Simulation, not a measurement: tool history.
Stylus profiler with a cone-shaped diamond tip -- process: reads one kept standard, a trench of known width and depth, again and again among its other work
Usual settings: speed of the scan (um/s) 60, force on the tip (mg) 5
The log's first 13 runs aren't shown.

run	hour	speed of the scan (um/s)	force on the tip (mg)	depth of the trench (nm)	width of the trench's floor (um)
14	583.5	60	9	204.32	48.15
15	652.1	60	9	204.25	48.17
16	715.3	60	9	204.36	48.12
17	758.3	21	9.17	204.36	48.17
18	807.7	21	9.17	204.41	48.22
19	857.7	21	9.17	204.34	48.25
20	895.5	21	9.17	204.41	48.16
21	940.5	160	3.77	202.49	47.84
22	996.3	160	3.77	202.28	47.73
23	1032.2	86	6.78	203.61	48.06
24	1082.9	86	6.78	203.64	48.06
25	1142.4	86	6.78	203.66	48.1
26	1207	19	7.72	204.01	48.17
27	1269.2	19	7.72	203.85	48.23
28	1320.9	19	7.72	204.08	48.24
29	1373.1	22	3.87	202.5	48.2
30	1401.7	19	5	202.98	48.18
31	1431.4	229	9.26	204.45	47.79
32	1492.3	229	9.26	204.5	47.81

Each row is a separate what-if for the run after 32, all from the same tool condition, not one after another. Results?
A	1524.4	41	2.75	?	?
B	1524.4	229	1.7	?	?
C	1524.4	20	6.37	?	?
D	1524.4	33	1.93	?	?
E	1524.4	109	4.39	?	?

run	depth of the trench (nm)	width of the trench's floor (um)
A	202.11	48.08
B	201.27	47.23
C	203.46	48.28
D	201.49	48.06
E	202.41	47.93
Stripped of hidden state, with their random variation kept, the same runs would have yielded:
run	depth of the trench (nm)	width of the trench's floor (um)
A	202.11	48.09
B	201.26	47.24
C	203.46	48.29
D	201.49	48.07
E	202.4	47.93
